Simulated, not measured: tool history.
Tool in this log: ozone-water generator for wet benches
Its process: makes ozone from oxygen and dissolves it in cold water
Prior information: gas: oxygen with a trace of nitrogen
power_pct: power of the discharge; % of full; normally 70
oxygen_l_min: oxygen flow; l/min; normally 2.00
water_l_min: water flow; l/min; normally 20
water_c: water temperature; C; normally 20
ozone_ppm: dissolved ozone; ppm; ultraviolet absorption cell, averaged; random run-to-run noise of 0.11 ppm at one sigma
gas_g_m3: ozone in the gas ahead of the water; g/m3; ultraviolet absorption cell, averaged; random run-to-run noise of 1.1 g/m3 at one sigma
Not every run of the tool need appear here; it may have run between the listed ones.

{"run": 1, "hour": 0.0, "power_pct": 70, "oxygen_l_min": 2.0, "water_l_min": 20, "water_c": 20, "ozone_ppm": 8.2, "gas_g_m3": 194.6}
{"run": 2, "hour": 49.6, "power_pct": 60, "oxygen_l_min": 2.0, "water_l_min": 20, "water_c": 20, "ozone_ppm": 7.1, "gas_g_m3": 174.7}
{"run": 3, "hour": 85.0, "power_pct": 70, "oxygen_l_min": 2.0, "water_l_min": 20, "water_c": 16, "ozone_ppm": 8.4, "gas_g_m3": 193.5}
{"run": 4, "hour": 111.7, "power_pct": 70, "oxygen_l_min": 2.0, "water_l_min": 15, "water_c": 20, "ozone_ppm": 11.3, "gas_g_m3": 195.3}
{"run": 5, "hour": 165.4, "power_pct": 77, "oxygen_l_min": 2.0, "water_l_min": 20, "water_c": 20, "ozone_ppm": 8.7, "gas_g_m3": 206.7}
{"run": 6, "hour": 199.5, "power_pct": 67, "oxygen_l_min": 2.0, "water_l_min": 20, "water_c": 20, "ozone_ppm": 7.8, "gas_g_m3": 188.7}
{"run": 7, "hour": 233.0, "power_pct": 67, "oxygen_l_min": 2.0, "water_l_min": 20, "water_c": 20, "ozone_ppm": 7.9, "gas_g_m3": 186.5}
{"run": 8, "hour": 288.9, "power_pct": 67, "oxygen_l_min": 2.0, "water_l_min": 20, "water_c": 20, "ozone_ppm": 7.7, "gas_g_m3": 189.5}
{"run": 9, "hour": 319.3, "power_pct": 67, "oxygen_l_min": 2.0, "water_l_min": 20, "water_c": 20, "ozone_ppm": 7.9, "gas_g_m3": 187.6}
{"run": 10, "hour": 355.3, "power_pct": 67, "oxygen_l_min": 2.0, "water_l_min": 20, "water_c": 20, "ozone_ppm": 7.6, "gas_g_m3": 187.7}
{"run": 11, "hour": 404.4, "power_pct": 67, "oxygen_l_min": 2.0, "water_l_min": 20, "water_c": 20, "ozone_ppm": 7.7, "gas_g_m3": 189.0}
{"run": 12, "hour": 460.7, "power_pct": 70, "oxygen_l_min": 2.0, "water_l_min": 18, "water_c": 20, "ozone_ppm": 9.1, "gas_g_m3": 192.1}
{"run": 13, "hour": 503.8, "power_pct": 70, "oxygen_l_min": 2.0, "water_l_min": 18, "water_c": 20, "ozone_ppm": 9.2, "gas_g_m3": 194.9}
{"run": 14, "hour": 553.1, "power_pct": 70, "oxygen_l_min": 2.0, "water_l_min": 18, "water_c": 20, "ozone_ppm": 9.2, "gas_g_m3": 193.8}
{"run": 15, "hour": 612.8, "power_pct": 70, "oxygen_l_min": 2.0, "water_l_min": 18, "water_c": 20, "ozone_ppm": 9.1, "gas_g_m3": 191.7}
{"run": 16, "hour": 659.4, "power_pct": 70, "oxygen_l_min": 2.0, "water_l_min": 20, "water_c": 20, "ozone_ppm": 7.9, "gas_g_m3": 191.6}
{"run": 17, "hour": 704.9, "power_pct": 70, "oxygen_l_min": 2.93, "water_l_min": 17, "water_c": 20, "ozone_ppm": 10.8, "gas_g_m3": 165.1}
{"run": 18, "hour": 748.4, "power_pct": 70, "oxygen_l_min": 2.13, "water_l_min": 20, "water_c": 24, "ozone_ppm": 7.6, "gas_g_m3": 187.0}
{"run": 19, "hour": 787.6, "power_pct": 70, "oxygen_l_min": 2.19, "water_l_min": 20, "water_c": 18, "ozone_ppm": 8.2, "gas_g_m3": 186.9}
{"run": 20, "hour": 830.0, "power_pct": 70, "oxygen_l_min": 2.19, "water_l_min": 20, "water_c": 18, "ozone_ppm": 8.2, "gas_g_m3": 183.5}
{"run": 21, "hour": 890.1, "power_pct": 89, "oxygen_l_min": 1.61, "water_l_min": 24, "water_c": 13, "ozone_ppm": 6.9, "gas_g_m3": 246.8}
{"run": 22, "hour": 918.5, "power_pct": 89, "oxygen_l_min": 1.61, "water_l_min": 24, "water_c": 13, "ozone_ppm": 6.7, "gas_g_m3": 246.3}
{"run": 23, "hour": 946.7, "power_pct": 89, "oxygen_l_min": 1.53, "water_l_min": 21, "water_c": 26, "ozone_ppm": 7.4, "gas_g_m3": 252.3}
{"run": 24, "hour": 1005.7, "power_pct": 70, "oxygen_l_min": 1.13, "water_l_min": 13, "water_c": 20, "ozone_ppm": 10.9, "gas_g_m3": 243.0}
{"run": 25, "hour": 1066.0, "power_pct": 74, "oxygen_l_min": 1.2, "water_l_min": 13, "water_c": 13, "ozone_ppm": 12.1, "gas_g_m3": 244.3}
{"run": 26, "hour": 1097.7, "power_pct": 74, "oxygen_l_min": 1.2, "water_l_min": 13, "water_c": 13, "ozone_ppm": 12.1, "gas_g_m3": 241.7}
{"run": 27, "hour": 1156.9, "power_pct": 74, "oxygen_l_min": 1.2, "water_l_min": 13, "water_c": 13, "ozone_ppm": 12.0, "gas_g_m3": 244.1}
{"run": 28, "hour": 1190.6, "power_pct": 41, "oxygen_l_min": 2.0, "water_l_min": 20, "water_c": 12, "ozone_ppm": 5.6, "gas_g_m3": 130.7}
{"run": 29, "hour": 1215.5, "power_pct": 84, "oxygen_l_min": 1.16, "water_l_min": 19, "water_c": 24, "ozone_ppm": 7.6, "gas_g_m3": 270.2}
{"run": 30, "hour": 1260.8, "power_pct": 76, "oxygen_l_min": 1.16, "water_l_min": 30, "water_c": 12, "ozone_ppm": 3.8, "gas_g_m3": 251.4}
{"run": 31, "hour": 1290.0, "power_pct": 76, "oxygen_l_min": 1.16, "water_l_min": 30, "water_c": 12, "ozone_ppm": 4.0, "gas_g_m3": 251.7}
{"run": 32, "hour": 1316.5, "power_pct": 76, "oxygen_l_min": 1.16, "water_l_min": 17, "water_c": 12, "ozone_ppm": 8.8, "gas_g_m3": 249.9}

Pick out some run-to-run changes in ozone_ppm. Of each, how much would a tool without hidden state show as well, from the settings, what came in and chance, and how much is left for the hidden state and any gauge scatter not in both results compared?
Unlogged tool condition in this case: yield of the discharge, % of new electrodes'; contactor's efficiency, % of a clean one's; true water temperature over the reading, C; drift of the gauge itself on ozone_ppm, %; drift of the gauge itself on gas_g_m3, %.
Run 27 -> 28: power_pct 74 -> 41, oxygen_l_min 1.20 -> 2.00, water_l_min 13 -> 20, water_c 13 -> 12. ozone_ppm -6.4 ppm: hidden state +0.7, all else -7.1.
Run 28 -> 29: power_pct 41 -> 84, oxygen_l_min 2.00 -> 1.16, water_l_min 20 -> 19, water_c 12 -> 24. ozone_ppm +2.0 ppm: hidden state -0.4, all else +2.4.
Run 29 -> 30: power_pct 84 -> 76, water_l_min 19 -> 30, water_c 24 -> 12. ozone_ppm -3.8 ppm: hidden state +0.3, all else -4.1.
Run 31 -> 32: water_l_min 30 -> 17. ozone_ppm +4.8 ppm: hidden state -0.4, all else +5.2.
